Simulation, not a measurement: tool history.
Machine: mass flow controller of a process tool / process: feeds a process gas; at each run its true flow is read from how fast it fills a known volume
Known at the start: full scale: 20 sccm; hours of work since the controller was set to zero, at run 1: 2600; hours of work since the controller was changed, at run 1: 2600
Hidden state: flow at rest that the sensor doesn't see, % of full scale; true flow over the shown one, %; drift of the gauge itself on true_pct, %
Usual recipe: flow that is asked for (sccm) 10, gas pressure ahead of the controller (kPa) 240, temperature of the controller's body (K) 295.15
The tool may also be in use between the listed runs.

run,hour,flow that is asked for (sccm),gas pressure ahead of the controller (kPa),temperature of the controller's body (K),hours of work since the controller was set to zero,hours of work since the controller was changed,true flow (%)
1,0.0,10,240,295.15,2600,2600,97.17
2,91.2,10,240,295.15,2647,2647,97.25
3,238.9,10,240,295.15,2722,2722,97.13
4,303.6,10,240,295.15,2755,2755,97.08
5,406.0,10,240,295.15,2808,2808,97.13
6,489.1,10,240,295.15,2851,2851,97.11
7,611.4,9,240,295.15,2913,2913,96.73
8,723.9,9,240,295.15,2971,2971,96.82
9,832.0,9,240,295.15,3027,3027,96.77
10,948.0,10,240,295.15,3086,3086,97.05
11,1044.7,10,240,295.15,3136,3136,97.02
12,1170.4,10,240,295.15,3200,3200,97.02
13,1278.8,10,240,295.15,3256,3256,96.89
14,1385.2,5,240,295.15,3310,3310,94.82
15,1465.8,5,240,295.15,3352,3352,94.88
16,1590.6,5,240,295.15,3416,3416,94.64
17,1692.3,5,240,295.15,3468,3468,94.68
18,1757.1,5,240,295.15,3501,3501,94.66
19,1830.3,10,240,295.15,3539,3539,96.89
20,1937.8,10,240,295.15,3594,3594,96.85
21,2032.3,10,240,295.15,3642,3642,96.92
22,2094.5,10,240,295.15,3674,3674,96.71
23,2240.8,10,240,295.15,3749,3749,96.80
24,2388.8,15,240,303.15,3825,3825,98.89

Run 25 is up next; what results do you expect?
25,2455.4,5,153,304.15,3859,3859,?

{"run 25": {"true flow (%)": 95.16}}
The same run, on a tool lacking any hidden state, would have yielded true flow (%) 98.26.
